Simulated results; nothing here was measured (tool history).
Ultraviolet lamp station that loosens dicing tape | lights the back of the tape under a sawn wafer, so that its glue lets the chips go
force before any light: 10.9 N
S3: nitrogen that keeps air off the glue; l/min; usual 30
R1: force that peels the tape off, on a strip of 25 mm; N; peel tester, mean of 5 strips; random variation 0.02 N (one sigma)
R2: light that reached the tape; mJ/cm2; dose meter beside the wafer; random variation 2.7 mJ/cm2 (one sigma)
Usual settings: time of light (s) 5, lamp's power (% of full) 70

Run 1, hour 0: usual settings. Result: R1 1.373 N, R2 300 mJ/cm2.
Run 2, hour 18.4: usual settings. Result: R1 1.38 N, R2 302 mJ/cm2.
Run 3, hour 29.7: usual settings. Result: R1 1.343 N, R2 301 mJ/cm2.
Run 4, hour 45.9: usual settings. Result: R1 1.366 N, R2 301 mJ/cm2.
Run 5, hour 62.3: usual settings. Result: R1 1.391 N, R2 296 mJ/cm2.
Run 6, hour 74.7: usual settings. Result: R1 1.376 N, R2 299 mJ/cm2.
Run 7, hour 89.7: usual settings but S3 14 l/min. Result: R1 2.483 N, R2 291 mJ/cm2.
Run 8, hour 105.5: usual settings but S3 25 l/min. Result: R1 1.668 N, R2 287 mJ/cm2.
Run 9, hour 121.2: usual settings but S3 15 l/min. Result: R1 2.467 N, R2 290 mJ/cm2.
Run 10, hour 140: usual settings but S3 15 l/min. Result: R1 2.453 N, R2 286 mJ/cm2.
Run 11, hour 151.6: usual settings. Result: R1 1.514 N, R2 282 mJ/cm2.
Run 12, hour 168.2: usual settings. Result: R1 1.54 N, R2 283 mJ/cm2.
Run 13, hour 182.3: usual settings. Result: R1 1.541 N, R2 283 mJ/cm2.
At hour 196: window cleaned of glue's vapour.
Run 14, hour 198: usual settings but lamp's power (% of full) 95. Result: R1 0.877 N, R2 375 mJ/cm2.
Run 15, hour 208.1: usual settings but time of light (s) 3. Result: R1 3.365 N, R2 159 mJ/cm2.
Run 16, hour 219.5: usual settings but time of light (s) 3. Result: R1 3.314 N, R2 163 mJ/cm2.
Run 17, hour 233.3: usual settings but time of light (s) 3. Result: R1 3.209 N, R2 160 mJ/cm2.
Run 18, hour 249.9: usual settings but lamp's power (% of full) 97. Result: R1 0.901 N, R2 369 mJ/cm2.
Run 19, hour 269.9: usual settings but S3 20 l/min. Result: R1 2.285 N, R2 264 mJ/cm2.
Run 20, hour 285.1: usual settings but S3 20 l/min. Result: R1 2.223 N, R2 262 mJ/cm2.
At hour 294.6: window cleaned of glue's vapour, once more.
Run 21, hour 295.7: usual settings but S3 16 l/min. Result: R1 2.193 N, R2 296 mJ/cm2.
Run 22, hour 315.1: usual settings but time of light (s) 2. Result: R1 4.768 N, R2 112 mJ/cm2.
Run 23, hour 332: usual settings but time of light (s) 8, S3 11 l/min. Result: R1 1.389 N, R2 466 mJ/cm2.
Run 24, hour 343.3: usual settings but time of light (s) 7, S3 26 l/min. Result: R1 0.852 N, R2 403 mJ/cm2.
Run 25, hour 356.1: usual settings but time of light (s) 9, lamp's power (% of full) 67, S3 26 l/min. Result: R1 0.56 N, R2 492 mJ/cm2.
Run 26, hour 365.6: usual settings but time of light (s) 3, lamp's power (% of full) 72, S3 14 l/min. Result: R1 4.332 N, R2 179 mJ/cm2.
Run 27, hour 384.2: usual settings but lamp's power (% of full) 63, S3 24 l/min. Result: R1 2.096 N, R2 253 mJ/cm2.
Run 28, hour 394.5: usual settings but time of light (s) 8, S3 24 l/min. Result: R1 0.731 N, R2 452 mJ/cm2.
Run 29, hour 405.4: usual settings but time of light (s) 8, S3 24 l/min. Result: R1 0.721 N, R2 449 mJ/cm2.
Run 30, hour 420.4: usual settings but time of light (s) 3, lamp's power (% of full) 69, S3 24 l/min. Result: R1 3.67 N, R2 163 mJ/cm2.
Run 31, hour 431.7: usual settings but time of light (s) 4, lamp's power (% of full) 63, S3 44 l/min. Result: R1 2.178 N, R2 200 mJ/cm2.
Run 32, hour 444.3: usual settings but time of light (s) 7, lamp's power (% of full) 79, S3 12 l/min. Result: R1 1.434 N, R2 436 mJ/cm2.
Run 33, hour 458: usual settings but time of light (s) 7, lamp's power (% of full) 79, S3 12 l/min. Result: R1 1.461 N, R2 431 mJ/cm2.
Run 34, hour 474.6: usual settings but time of light (s) 6. Result: R1 1.109 N, R2 332 mJ/cm2.
Run 35, hour 489.6: usual settings but lamp's power (% of full) 61, S3 9 l/min. Result: R1 3.937 N, R2 237 mJ/cm2.
Run 36, hour 499.9: usual settings but time of light (s) 6, S3 31 l/min. Result: R1 1.129 N, R2 323 mJ/cm2.
Run 37, hour 512.8: usual settings but time of light (s) 6, S3 31 l/min. Result: R1 1.169 N, R2 328 mJ/cm2.
Run 38, hour 523.1: usual settings but time of light (s) 8, lamp's power (% of full) 74, S3 14 l/min. Result: R1 1.133 N, R2 449 mJ/cm2.
Run 39, hour 536.4: usual settings but time of light (s) 8, lamp's power (% of full) 74, S3 14 l/min. Result: R1 1.204 N, R2 454 mJ/cm2.
Run 40, hour 545: usual settings but time of light (s) 3. Result: R1 3.305 N, R2 157 mJ/cm2.
Run 41, hour 564.4: usual settings but S3 36 l/min. Result: R1 1.543 N, R2 262 mJ/cm2.
Run 42, hour 579.1: usual settings but time of light (s) 3, S3 12 l/min. Result: R1 5.309 N, R2 157 mJ/cm2.
Run 43, hour 594.3: usual settings but time of light (s) 3, S3 12 l/min. Result: R1 4.973 N, R2 155 mJ/cm2.

Hidden state or all else? Some run-to-run changes of R1, split into what the settings, what came in and random variation would give without the hidden state, and what is left for the hidden state (with any gauge scatter that isn't in both results):
The hidden state here: lamp's light, % of a new lamp's; light that the window lets through, % of a clean one's; drift of the gauge itself on peel_n, %; drift of the gauge itself on dose_mj_cm2, %.
Run 14 -> 15: time of light (s) 5 -> 3, lamp's power (% of full) 95 -> 70. R1 +2.488 N: hidden state +0.59, all else +1.898.
Run 22 -> 23: time of light (s) 2 -> 8, S3 30 -> 11. R1 -3.379 N: hidden state -0.304, all else -3.075.
Run 25 -> 26: time of light (s) 9 -> 3, lamp's power (% of full) 67 -> 72, S3 26 -> 14. R1 +3.772 N: hidden state +0.624, all else +3.148.
Run 29 -> 30: time of light (s) 8 -> 3, lamp's power (% of full) 70 -> 69. R1 +2.949 N: hidden state +0.602, all else +2.347.
Run 41 -> 42: time of light (s) 5 -> 3, S3 36 -> 12. R1 +3.766 N: hidden state +0.538, all else +3.228.

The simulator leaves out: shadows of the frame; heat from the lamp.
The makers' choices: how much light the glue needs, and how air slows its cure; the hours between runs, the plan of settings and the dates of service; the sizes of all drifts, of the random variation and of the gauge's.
